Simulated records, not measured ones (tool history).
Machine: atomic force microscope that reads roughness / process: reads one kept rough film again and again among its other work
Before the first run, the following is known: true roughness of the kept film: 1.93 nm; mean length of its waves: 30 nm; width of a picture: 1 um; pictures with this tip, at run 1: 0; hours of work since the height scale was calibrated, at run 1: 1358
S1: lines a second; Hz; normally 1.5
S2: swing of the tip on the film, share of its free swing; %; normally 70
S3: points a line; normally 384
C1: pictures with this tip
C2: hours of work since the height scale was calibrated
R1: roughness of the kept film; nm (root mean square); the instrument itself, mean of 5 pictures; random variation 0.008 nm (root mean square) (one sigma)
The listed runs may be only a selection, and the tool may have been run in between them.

{"run": 1, "day": 0.0, "S1": 1.5, "S2": 70, "S3": 384, "C1": 0, "C2": 1358, "R1": 1.699}
{"run": 2, "day": 1.533, "S1": 1.5, "S2": 70, "S3": 384, "C1": 51, "C2": 1381, "R1": 1.684}
{"run": 3, "day": 3.367, "S1": 1.5, "S2": 70, "S3": 384, "C1": 112, "C2": 1408, "R1": 1.648}
{"day": 3.562, "done": "height scale calibrated on a step standard"}
{"run": 4, "day": 5.817, "S1": 3.09, "S2": 70, "S3": 384, "C1": 192, "C2": 33, "R1": 1.517}
{"day": 6.675, "done": "new tip fitted"}
{"run": 5, "day": 8.542, "S1": 0.72, "S2": 70, "S3": 384, "C1": 62, "C2": 74, "R1": 1.736}
{"run": 6, "day": 9.946, "S1": 2.52, "S2": 57, "S3": 983, "C1": 108, "C2": 94, "R1": 1.686}
{"run": 7, "day": 12.879, "S1": 2.33, "S2": 61, "S3": 261, "C1": 206, "C2": 138, "R1": 1.613}
{"day": 13.446, "done": "new tip fitted"}
{"day": 14.042, "done": "height scale calibrated on a step standard, once more"}
{"run": 8, "day": 15.012, "S1": 0.59, "S2": 84, "S3": 261, "C1": 50, "C2": 14, "R1": 1.705}
{"run": 9, "day": 18.025, "S1": 0.59, "S2": 84, "S3": 261, "C1": 151, "C2": 59, "R1": 1.655}
{"day": 20.2, "done": "new tip fitted"}
{"run": 10, "day": 21.033, "S1": 0.75, "S2": 70, "S3": 384, "C1": 28, "C2": 103, "R1": 1.76}

For each run, the measured value with the value that run would have given without the tool's hidden condition subtracted. The run-to-run variation is shared by both, the gauge scatter possibly not:
What the log doesn't record here: radius of the tip, nm; height scale over the true one, %; drift of the gauge itself on roughness_nm, %.
run=1 R1=-0.031
run=2 R1=-0.052
run=3 R1=-0.076
run=4 R1=-0.106
run=5 R1=-0.056
run=6 R1=-0.076
run=7 R1=-0.115
run=8 R1=-0.026
run=9 R1=-0.069
run=10 R1=-0.021

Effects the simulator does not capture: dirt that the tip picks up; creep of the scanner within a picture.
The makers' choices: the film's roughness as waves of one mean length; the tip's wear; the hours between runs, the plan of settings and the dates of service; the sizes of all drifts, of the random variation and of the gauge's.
